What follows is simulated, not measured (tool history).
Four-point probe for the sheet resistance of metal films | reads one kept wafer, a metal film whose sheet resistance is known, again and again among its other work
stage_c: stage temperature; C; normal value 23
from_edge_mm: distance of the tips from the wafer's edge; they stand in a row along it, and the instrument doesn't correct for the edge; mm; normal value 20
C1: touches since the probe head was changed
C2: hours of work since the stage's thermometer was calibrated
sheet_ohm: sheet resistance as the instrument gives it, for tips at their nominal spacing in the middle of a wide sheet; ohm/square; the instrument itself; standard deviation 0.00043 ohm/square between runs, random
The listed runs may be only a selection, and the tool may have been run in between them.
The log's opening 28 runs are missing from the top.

{"run": 29, "day": 15.775, "stage_c": 24, "from_edge_mm": 7, "C1": 26266, "C2": 1783, "sheet_ohm": 2.159617}
{"run": 30, "day": 16.112, "stage_c": 24, "from_edge_mm": 7, "C1": 26518, "C2": 1787, "sheet_ohm": 2.159695}
{"run": 31, "day": 16.658, "stage_c": 23, "from_edge_mm": 6, "C1": 26929, "C2": 1795, "sheet_ohm": 2.168843}
{"run": 32, "day": 17.017, "stage_c": 19, "from_edge_mm": 10, "C1": 27198, "C2": 1799, "sheet_ohm": 2.152477}
{"run": 33, "day": 17.75, "stage_c": 19, "from_edge_mm": 22, "C1": 27749, "C2": 1809, "sheet_ohm": 2.143174}
{"run": 34, "day": 18.446, "stage_c": 23, "from_edge_mm": 34, "C1": 28271, "C2": 1818, "sheet_ohm": 2.137882}
{"run": 35, "day": 18.983, "stage_c": 21, "from_edge_mm": 27, "C1": 28673, "C2": 1825, "sheet_ohm": 2.140637}
{"run": 36, "day": 19.504, "stage_c": 21, "from_edge_mm": 27, "C1": 29064, "C2": 1832, "sheet_ohm": 2.141025}
{"run": 37, "day": 19.875, "stage_c": 31, "from_edge_mm": 28, "C1": 29343, "C2": 1837, "sheet_ohm": 2.132249}
{"run": 38, "day": 20.508, "stage_c": 24, "from_edge_mm": 3, "C1": 29817, "C2": 1845, "sheet_ohm": 2.256519}
{"run": 39, "day": 21.1, "stage_c": 25, "from_edge_mm": 23, "C1": 30262, "C2": 1853, "sheet_ohm": 2.137781}
{"run": 40, "day": 21.458, "stage_c": 35, "from_edge_mm": 34, "C1": 30533, "C2": 1858, "sheet_ohm": 2.1267}
{"run": 41, "day": 22.05, "stage_c": 35, "from_edge_mm": 34, "C1": 30976, "C2": 1866, "sheet_ohm": 2.126963}
{"run": 42, "day": 22.758, "stage_c": 27, "from_edge_mm": 6, "C1": 31507, "C2": 1875, "sheet_ohm": 2.165143}
{"run": 43, "day": 23.429, "stage_c": 19, "from_edge_mm": 4, "C1": 32010, "C2": 1884, "sheet_ohm": 2.210139}
{"run": 44, "day": 24.217, "stage_c": 30, "from_edge_mm": 4, "C1": 32600, "C2": 1894, "sheet_ohm": 2.199783}

Alternative continuations, all from the tool just after run 44; predict every row:
{"run": "A", "day": 24.729, "stage_c": 29, "from_edge_mm": 8, "C1": 32985, "C2": 1901, "sheet_ohm": "?"}
{"run": "B", "day": 24.729, "stage_c": 34, "from_edge_mm": 20, "C1": 32985, "C2": 1901, "sheet_ohm": "?"}
{"run": "C", "day": 24.729, "stage_c": 24, "from_edge_mm": 73, "C1": 32985, "C2": 1901, "sheet_ohm": "?"}
{"run": "D", "day": 24.729, "stage_c": 35, "from_edge_mm": 8, "C1": 32985, "C2": 1901, "sheet_ohm": "?"}
{"run": "E", "day": 24.729, "stage_c": 22, "from_edge_mm": 3, "C1": 32985, "C2": 1901, "sheet_ohm": "?"}

run=A sheet_ohm=2.148375
run=B sheet_ohm=2.129966
run=C sheet_ohm=2.136004
run=D sheet_ohm=2.142858
run=E sheet_ohm=2.257977
The same runs, with their run-to-run variation unchanged, on a tool lacking any hidden condition would have given:
run=A sheet_ohm=2.164334
run=B sheet_ohm=2.145740
run=C sheet_ohm=2.151935
run=D sheet_ohm=2.158710
run=E sheet_ohm=2.274781
